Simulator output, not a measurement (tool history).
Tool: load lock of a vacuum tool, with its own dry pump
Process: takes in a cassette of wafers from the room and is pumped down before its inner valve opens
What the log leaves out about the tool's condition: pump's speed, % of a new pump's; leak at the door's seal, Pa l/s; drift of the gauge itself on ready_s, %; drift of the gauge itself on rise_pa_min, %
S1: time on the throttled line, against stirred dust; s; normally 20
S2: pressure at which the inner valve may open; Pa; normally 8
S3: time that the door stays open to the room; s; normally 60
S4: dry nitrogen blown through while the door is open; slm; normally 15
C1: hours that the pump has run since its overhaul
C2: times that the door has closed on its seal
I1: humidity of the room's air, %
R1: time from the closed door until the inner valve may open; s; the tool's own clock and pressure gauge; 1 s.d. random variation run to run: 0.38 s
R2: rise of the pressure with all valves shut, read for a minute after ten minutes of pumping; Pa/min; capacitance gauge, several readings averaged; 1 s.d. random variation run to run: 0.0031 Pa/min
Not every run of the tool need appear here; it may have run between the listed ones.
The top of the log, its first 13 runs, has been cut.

| run | hour | S1 | S2 | S3 | S4 | C1 | C2 | I1 | R1 | R2 |
|---|---|---|---|---|---|---|---|---|---|---|
| 14 | 1910.7 | 15 | 8 | 60 | 15 | 8263 | 9204 | 45.1 | 44.4 | 0.075 |
| 15 | 2066.1 | 20 | 8 | 60 | 15 | 8419 | 9855 | 44.2 | 48 | 0.075 |
| 16 | 2180.5 | 20 | 8 | 54 | 15 | 8533 | 10334 | 45.9 | 48.9 | 0.074 |
| 17 | 2282 | 20 | 8 | 54 | 15 | 8634 | 10760 | 43.2 | 47.2 | 0.067 |
| 18 | 2468.3 | 20 | 8 | 54 | 15 | 8821 | 11540 | 42 | 48.1 | 0.064 |
| 19 | 2648.1 | 20 | 8 | 60 | 17 | 9000 | 12294 | 41.8 | 48.1 | 0.065 |
| 20 | 2774.1 | 20 | 8 | 38 | 21 | 9126 | 12821 | 45.7 | 48.3 | 0.059 |
| 21 | 2922.2 | 30 | 11 | 117 | 39 | 9275 | 13442 | 44.9 | 54.7 | 0.084 |
| 22 | 3017 | 27 | 10 | 204 | 15 | 9369 | 13839 | 48.2 | 51.6 | 0.145 |
| 23 | 3169.1 | 27 | 10 | 204 | 15 | 9521 | 14477 | 40.8 | 52.4 | 0.127 |
| 24 | 3259 | 27 | 6 | 110 | 15 | 9611 | 14853 | 44.2 | 54.6 | 0.104 |
| 25 | 3372.3 | 38 | 8 | 68 | 15 | 9725 | 15328 | 47.5 | 60.4 | 0.093 |
| 26 | 3495.2 | 20 | 7 | 60 | 21 | 9848 | 15843 | 47 | 49.5 | 0.078 |
| 27 | 3697.2 | 20 | 7 | 60 | 21 | 10050 | 16690 | 43.3 | 49.6 | 0.078 |
| 28 | 3808.6 | 20 | 8 | 38 | 12 | 10161 | 17156 | 46.6 | 48.8 | 0.081 |
| 29 | 3943 | 34 | 14 | 60 | 12 | 10295 | 17719 | 42.7 | 56.6 | 0.091 |
| 30 | 4032.3 | 20 | 9 | 229 | 15 | 10385 | 18094 | 45.6 | 48.2 | 0.152 |
|  | 4093.5 | dry pump taken out, an overhauled one fitted |
| 31 | 4123.9 | 20 | 8 | 28 | 41 | 30 | 18452 | 45 | 45.3 | 0.055 |
| 32 | 4277.5 | 20 | 14 | 60 | 6 | 184 | 19096 | 44.4 | 43.9 | 0.097 |
| 33 | 4475.4 | 38 | 14 | 53 | 6 | 382 | 19925 | 43.4 | 56.7 | 0.098 |
| 34 | 4599.3 | 38 | 14 | 130 | 6 | 506 | 20444 | 43.9 | 56.7 | 0.144 |
| 35 | 4742.6 | 38 | 14 | 130 | 6 | 649 | 21045 | 45.3 | 56.6 | 0.143 |
| 36 | 4891.5 | 38 | 10 | 60 | 10 | 798 | 21669 | 47.6 | 58.5 | 0.11 |

Run 37, settings as shown, results not yet in. Your forecast:
| 37 | 5072.9 | 26 | 8 | 60 | 15 | 979 | 22429 | 46.5 | ? | ? |

{"run 37": {"R1": 49.7, "R2": 0.102}}
Minus the tool's unlogged condition, the same run would have read R1 49.3 s, R2 0.06 Pa/min.
